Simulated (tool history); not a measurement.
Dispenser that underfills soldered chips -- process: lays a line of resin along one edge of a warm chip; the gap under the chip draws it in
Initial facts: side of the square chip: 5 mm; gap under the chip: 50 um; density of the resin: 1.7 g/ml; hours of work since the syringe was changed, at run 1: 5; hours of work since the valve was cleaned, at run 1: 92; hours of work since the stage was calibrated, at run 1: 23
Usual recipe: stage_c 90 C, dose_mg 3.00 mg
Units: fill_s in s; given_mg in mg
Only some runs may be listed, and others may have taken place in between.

run   hour  stage_c  dose_mg  hours of work since the syringe was changed  hours of work since the valve was cleaned  hours of work since the stage was calibrated  fill_s  given_mg
  1    0.0       90     3.00                                            5                                         92                                            23    44.8      2.79
       4.7  -- new syringe of resin
  2    9.1       96     3.00                                            3                                         97                                            29    27.3      2.74
      18.2  -- new syringe of resin
  3   23.9       78     3.00                                            3                                        106                                            37    69.8      2.72
      30.9  -- new syringe of resin
  4   30.9       78     3.00                                            0                                        110                                            42    53.1      2.70
      37.7  -- dispensing valve cleaned and set on the balance
      44.9  -- new syringe of resin
  5   46.5       78     3.00                                            1                                          5                                            50    53.9      3.00
      57.9  -- new syringe of resin
  6   59.2       78     3.00                                            1                                         13                                            58    54.1      2.97
  7   69.9       78     3.00                                            7                                         19                                            64    98.3      2.94
      71.0  -- new syringe of resin
  8   77.1       90     3.28                                            4                                         23                                            68    37.6      3.16
  9   83.3       90     3.00                                            7                                         27                                            72    54.6      2.94
      85.1  -- new syringe of resin
 10   94.4       90     3.00                                            6                                         34                                            79    46.6      2.95
      98.2  -- new syringe of resin
 11  110.1       90     3.00                                            7                                         43                                            88    53.1      2.88
     111.4  -- new syringe of resin
 12  123.1       90     3.00                                            7                                         51                                            96    52.4      2.84
     124.6  -- new syringe of resin
 13  136.2       90     3.00                                            7                                         58                                           103    51.5      2.85
     137.7  -- new syringe of resin
 14  148.3       92     2.76                                            6                                         65                                           110    46.9      2.62
     150.8  -- new syringe of resin
 15  158.7       89     3.38                                            5                                         72                                           117    45.2      3.17
     164.3  -- new syringe of resin
 16  170.8       96     3.89                                            4                                         79                                           124    29.5      3.68
     177.1  -- new syringe of resin
 17  183.6      101     3.35                                            4                                         86                                           131    23.3      3.11
     190.6  -- new syringe of resin
 18  197.6       83     2.92                                            4                                         95                                           140    59.2      2.69
     204.2  -- new syringe of resin
 19  209.3       80     2.78                                            3                                        101                                           146    63.1      2.53
 20  216.5       99     2.69                                            7                                        106                                           151    37.5      2.44
     217.6  -- new syringe of resin
 21  224.4       99     2.69                                            4                                        110                                           155    27.9      2.44
     230.4  -- new syringe of resin
     231.4  -- dispensing valve cleaned and set on the balance
 22  236.7       82     2.73                                            3                                          3                                           162    55.6      2.72

5 ways to go on from here, each from the tool as it stands after run 22. What would each give?
     244.6  -- new syringe of resin
  A  244.6       83     3.05                                            0                                          8                                           167       ?         ?
     244.6  -- new syringe of resin
  B  244.6       93     3.63                                            0                                          8                                           167       ?         ?
     244.6  -- new syringe of resin
  C  244.6       99     2.73                                            0                                          8                                           167       ?         ?
     244.6  -- new syringe of resin
  D  244.6       79     3.58                                            0                                          8                                           167       ?         ?
     244.6  -- new syringe of resin
  E  244.6       99     3.14                                            0                                          8                                           167       ?         ?

run  fill_s  given_mg
  A    38.4      3.05
  B    23.2      3.61
  C    18.7      2.71
  D    45.9      3.57
  E    18.4      3.11
Stripped of hidden state, with their random variation kept, the same runs would have yielded:
run  fill_s  given_mg
  A    38.6      3.07
  B    23.4      3.62
  C    18.8      2.73
  D    46.3      3.59
  E    18.5      3.12

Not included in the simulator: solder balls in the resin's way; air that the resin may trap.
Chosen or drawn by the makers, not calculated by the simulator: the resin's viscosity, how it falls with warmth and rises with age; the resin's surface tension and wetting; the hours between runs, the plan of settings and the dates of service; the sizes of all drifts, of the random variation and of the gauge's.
